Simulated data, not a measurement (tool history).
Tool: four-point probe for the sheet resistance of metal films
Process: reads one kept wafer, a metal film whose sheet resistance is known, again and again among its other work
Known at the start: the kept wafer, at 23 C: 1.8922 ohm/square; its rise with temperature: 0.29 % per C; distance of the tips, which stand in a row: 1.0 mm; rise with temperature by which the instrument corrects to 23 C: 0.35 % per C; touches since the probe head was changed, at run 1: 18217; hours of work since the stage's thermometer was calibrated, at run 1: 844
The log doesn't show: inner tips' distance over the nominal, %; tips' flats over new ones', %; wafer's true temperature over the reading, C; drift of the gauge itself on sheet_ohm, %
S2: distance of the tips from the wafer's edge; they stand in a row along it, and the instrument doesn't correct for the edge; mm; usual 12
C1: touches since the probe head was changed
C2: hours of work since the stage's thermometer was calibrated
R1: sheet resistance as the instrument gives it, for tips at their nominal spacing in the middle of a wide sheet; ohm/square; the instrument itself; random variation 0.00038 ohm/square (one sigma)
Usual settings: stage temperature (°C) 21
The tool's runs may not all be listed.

{"run": 1, "hour": 0.0, "stage temperature (°C)": 21, "S2": 12, "C1": 18217, "C2": 844, "R1": 1.901217}
{"run": 2, "hour": 17.1, "stage temperature (°C)": 21, "S2": 48, "C1": 18635, "C2": 856, "R1": 1.894917}
{"run": 3, "hour": 33.4, "stage temperature (°C)": 29, "S2": 12, "C1": 19035, "C2": 868, "R1": 1.892449}
{"run": 4, "hour": 50.9, "stage temperature (°C)": 21, "S2": 19, "C1": 19462, "C2": 880, "R1": 1.898034}
{"run": 5, "hour": 66.6, "stage temperature (°C)": 21, "S2": 19, "C1": 19845, "C2": 891, "R1": 1.897189}
{"run": 6, "hour": 80.6, "stage temperature (°C)": 21, "S2": 30, "C1": 20187, "C2": 901, "R1": 1.895661}
{"run": 7, "hour": 91.0, "stage temperature (°C)": 21, "S2": 30, "C1": 20440, "C2": 908, "R1": 1.8962}
{"run": 8, "hour": 108.1, "stage temperature (°C)": 21, "S2": 12, "C1": 20858, "C2": 920, "R1": 1.901854}
{"run": 9, "hour": 123.9, "stage temperature (°C)": 21, "S2": 21, "C1": 21245, "C2": 931, "R1": 1.897003}
{"run": 10, "hour": 135.9, "stage temperature (°C)": 21, "S2": 12, "C1": 21537, "C2": 939, "R1": 1.901532}
{"run": 11, "hour": 147.8, "stage temperature (°C)": 21, "S2": 17, "C1": 21829, "C2": 948, "R1": 1.896988}
{"run": 12, "hour": 169.5, "stage temperature (°C)": 21, "S2": 12, "C1": 22357, "C2": 963, "R1": 1.901239}
{"run": 13, "hour": 180.7, "stage temperature (°C)": 21, "S2": 12, "C1": 22632, "C2": 971, "R1": 1.902167}
{"hour": 183.3, "done": "stage's thermometer calibrated"}
{"run": 14, "hour": 198.8, "stage temperature (°C)": 34, "S2": 6, "C1": 23062, "C2": 11, "R1": 1.90638}
{"run": 15, "hour": 212.6, "stage temperature (°C)": 34, "S2": 6, "C1": 23399, "C2": 21, "R1": 1.906598}
{"run": 16, "hour": 229.8, "stage temperature (°C)": 32, "S2": 12, "C1": 23820, "C2": 33, "R1": 1.888177}
{"run": 17, "hour": 247.1, "stage temperature (°C)": 29, "S2": 21, "C1": 24241, "C2": 45, "R1": 1.886638}
{"run": 18, "hour": 261.7, "stage temperature (°C)": 26, "S2": 9, "C1": 24598, "C2": 55, "R1": 1.89933}
{"run": 19, "hour": 273.7, "stage temperature (°C)": 26, "S2": 9, "C1": 24891, "C2": 63, "R1": 1.898993}
{"run": 20, "hour": 286.6, "stage temperature (°C)": 28, "S2": 5, "C1": 25205, "C2": 72, "R1": 1.92428}
{"run": 21, "hour": 298.3, "stage temperature (°C)": 21, "S2": 4, "C1": 25492, "C2": 80, "R1": 1.954554}
{"hour": 307.8, "done": "stage's thermometer calibrated, once more"}
{"run": 22, "hour": 310.5, "stage temperature (°C)": 27, "S2": 4, "C1": 25778, "C2": 2, "R1": 1.950302}
{"run": 23, "hour": 323.5, "stage temperature (°C)": 22, "S2": 9, "C1": 26095, "C2": 11, "R1": 1.907076}
{"run": 24, "hour": 337.2, "stage temperature (°C)": 26, "S2": 4, "C1": 26431, "C2": 21, "R1": 1.951135}
{"run": 25, "hour": 355.2, "stage temperature (°C)": 25, "S2": 4, "C1": 26871, "C2": 33, "R1": 1.953178}

Forecast each of these 4 alternatives for the next run:
{"run": "A", "hour": 372.7, "stage temperature (°C)": 25, "S2": 25, "C1": 27297, "C2": 45, "R1": "?"}
{"run": "B", "hour": 372.7, "stage temperature (°C)": 19, "S2": 6, "C1": 27297, "C2": 45, "R1": "?"}
{"run": "C", "hour": 372.7, "stage temperature (°C)": 34, "S2": 23, "C1": 27297, "C2": 45, "R1": "?"}
{"run": "D", "hour": 372.7, "stage temperature (°C)": 28, "S2": 12, "C1": 27297, "C2": 45, "R1": "?"}

run=A R1=1.892654
run=B R1=1.925589
run=C R1=1.883109
run=D R1=1.895296
Without the tool's hidden state the same runs would have given:
run=A R1=1.891668
run=B R1=1.924590
run=C R1=1.882123
run=D R1=1.894307
